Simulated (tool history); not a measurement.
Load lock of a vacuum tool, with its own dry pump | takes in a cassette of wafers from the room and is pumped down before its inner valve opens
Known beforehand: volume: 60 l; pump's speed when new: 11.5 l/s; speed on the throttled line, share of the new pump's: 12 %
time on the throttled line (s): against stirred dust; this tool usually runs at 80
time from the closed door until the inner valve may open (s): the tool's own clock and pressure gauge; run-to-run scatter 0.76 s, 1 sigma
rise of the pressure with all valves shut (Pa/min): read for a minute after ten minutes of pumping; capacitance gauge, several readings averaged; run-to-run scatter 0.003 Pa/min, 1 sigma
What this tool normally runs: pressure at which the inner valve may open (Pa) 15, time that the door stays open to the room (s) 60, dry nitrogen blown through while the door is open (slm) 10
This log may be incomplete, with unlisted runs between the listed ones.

run    hour  time on the throttled line (s)  pressure at which the inner valve may open (Pa)  time that the door stays open to the room (s)  dry nitrogen blown through while the door is open (slm)  incoming humidity of the room's air, %  time from the closed door until the inner valve may open (s)  rise of the pressure with all valves shut (Pa/min)
  1     0.0                              80                                               15                                             60                                                       10                                    45.1                                                         117.0                                               0.039
  2   380.6                              80                                               15                                             60                                                       10                                    42.1                                                         116.5                                               0.037
  3   815.9                              80                                               15                                             60                                                       10                                    47.7                                                         117.3                                               0.038
  4  1148.4                              80                                               18                                             60                                                       10                                    46.1                                                         115.6                                               0.036
     1404.2  -- door's seal changed, seat wiped
  5  1518.1                              80                                               20                                             60                                                       10                                    44.8                                                         117.0                                               0.034
  6  1754.0                              80                                               15                                             60                                                       10                                    44.0                                                         116.1                                               0.037
  7  2093.5                              80                                               15                                             60                                                       10                                    45.4                                                         115.8                                               0.036
  8  2493.5                              80                                               15                                             60                                                        8                                    46.1                                                         117.4                                               0.038
  9  2963.2                              80                                               26                                             60                                                       10                                    42.6                                                         115.3                                               0.033
 10  3384.8                              80                                               15                                            131                                                       10                                    42.7                                                         116.5                                               0.058
 11  3849.0                              80                                               15                                            131                                                       10                                    46.2                                                         118.2                                               0.049
 12  4149.8                              80                                               15                                            119                                                       10                                    46.6                                                         117.9                                               0.046
 13  4714.0                              80                                               15                                            119                                                       10                                    42.2                                                         115.3                                               0.042
 14  4950.3                             152                                               21                                             64                                                       26                                    44.5                                                         180.5                                               0.026
 15  5506.6                             152                                               21                                             64                                                       26                                    44.3                                                         179.8                                               0.029
 16  5997.8                              80                                               15                                             67                                                        4                                    46.7                                                         117.4                                               0.042
 17  6360.5                              80                                               15                                             67                                                        4                                    45.5                                                         116.3                                               0.045
 18  6815.3                             121                                               11                                             49                                                       12                                    43.3                                                         154.9                                               0.038
 19  7215.2                              80                                               21                                             60                                                       20                                    48.8                                                         115.5                                               0.034
 20  7485.2                              80                                               21                                             60                                                       20                                    44.7                                                         114.0                                               0.034
 21  7734.0                             157                                               23                                             60                                                        6                                    45.3                                                         181.9                                               0.040
 22  8156.4                              81                                               29                                             66                                                       12                                    43.6                                                         116.7                                               0.035
 23  8601.1                              80                                               15                                             92                                                        6                                    46.8                                                         116.9                                               0.044
 24  9021.0                              80                                               15                                             42                                                        7                                    44.6                                                         116.6                                               0.033

What would each run have given without the hidden state, its run-to-run variation left as it was?
What the log doesn't record here: pump's speed, % of a new pump's; leak at the door's seal, Pa l/s; drift of the gauge itself on ready_s, %; drift of the gauge itself on rise_pa_min, %.
run  rise of the pressure with all valves shut (Pa/min)
  1                                               0.037
  2                                               0.034
  3                                               0.036
  4                                               0.033
  5                                               0.034
  6                                               0.037
  7                                               0.036
  8                                               0.038
  9                                               0.033
 10                                               0.058
 11                                               0.049
 12                                               0.046
 13                                               0.042
 14                                               0.025
 15                                               0.028
 16                                               0.042
 17                                               0.045
 18                                               0.037
 19                                               0.033
 20                                               0.033
 21                                               0.039
 22                                               0.034
 23                                               0.043
 24                                               0.032
time from the closed door until the inner valve may open (s): at most 0.1 away from the measurement, every run.
